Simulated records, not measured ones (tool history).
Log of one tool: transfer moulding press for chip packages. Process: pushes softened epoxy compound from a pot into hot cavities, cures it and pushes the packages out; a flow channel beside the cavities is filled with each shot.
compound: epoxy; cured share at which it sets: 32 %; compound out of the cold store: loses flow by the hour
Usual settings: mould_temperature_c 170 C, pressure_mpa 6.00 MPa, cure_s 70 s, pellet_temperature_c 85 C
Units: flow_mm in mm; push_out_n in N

run   hour  mould_temperature_c  pressure_mpa  cure_s  pellet_temperature_c  incoming compound's hours out of the cold store  flow_mm  push_out_n
  1    0.0                  170          6.00      70                    85                                             20.5      913         443
  2   16.5                  170          6.00      70                    85                                             23.9      901         602
  3   33.3                  170          6.00      70                    84                                             19.4      908         704
      41.1  -- plunger's sealing rings changed
  4   54.3                  170          6.00      54                    85                                             22.8      942        1216
      68.2  -- cavities cleaned with cleaning compound and waxed
  5   74.4                  170          6.00      54                    85                                             34.0      896        1491
  6   91.1                  170          6.00      54                    85                                             19.2      948        1468
  7  107.8                  170          6.00      70                    85                                             10.8      983         933
  8  120.8                  170          6.00      70                    85                                             21.9      935         882
     130.7  -- cavities cleaned with cleaning compound and waxed, once more
  9  131.7                  170          6.00      70                    85                                             45.6      844         430
 10  148.9                  170          6.00      70                    85                                             29.1      908         592
 11  160.6                  170          5.22      70                    85                                             27.2      852         706
 12  172.2                  170          5.22      70                    85                                             36.8      814         719
 13  188.4                  170          5.22      70                    85                                             45.7      782         787
     196.3  -- cavities cleaned with cleaning compound and waxed
 14  201.0                  170          5.22      70                    85                                             40.6      801         487
 15  214.6                  168          7.06      70                    89                                              9.0     1057         728
 16  230.8                  168          7.06      70                    89                                             33.8      952         785
 17  242.2                  168          7.06      70                    91                                             20.8     1003         827
     262.9  -- cavities cleaned with cleaning compound and waxed
 18  262.9                  168          4.54      87                    91                                             26.1      787         378
 19  280.6                  178          4.58     101                    85                                             19.7      783         539
 20  290.1                  169          6.71      70                    93                                             10.4     1013         714
 21  302.9                  170          6.00     101                    85                                             20.8      911         665
 22  311.9                  170          6.00      70                    88                                             42.4      833         752
 23  322.6                  176          5.76      84                    88                                             13.2      894         696
     329.1  -- cavities cleaned with cleaning compound and waxed
 24  343.1                  170          6.18      70                    85                                             37.6      852         588

The next listed run, before its measurement:
     358.2  -- plunger's sealing rings changed
 25  360.2                  170          6.00     106                    85                                             25.3        ?           ?

Run 25 gave flow_mm 935 mm, push_out_n 627 N.
Without the tool's hidden state the same run would have given flow_mm 936 mm, push_out_n 384 N.
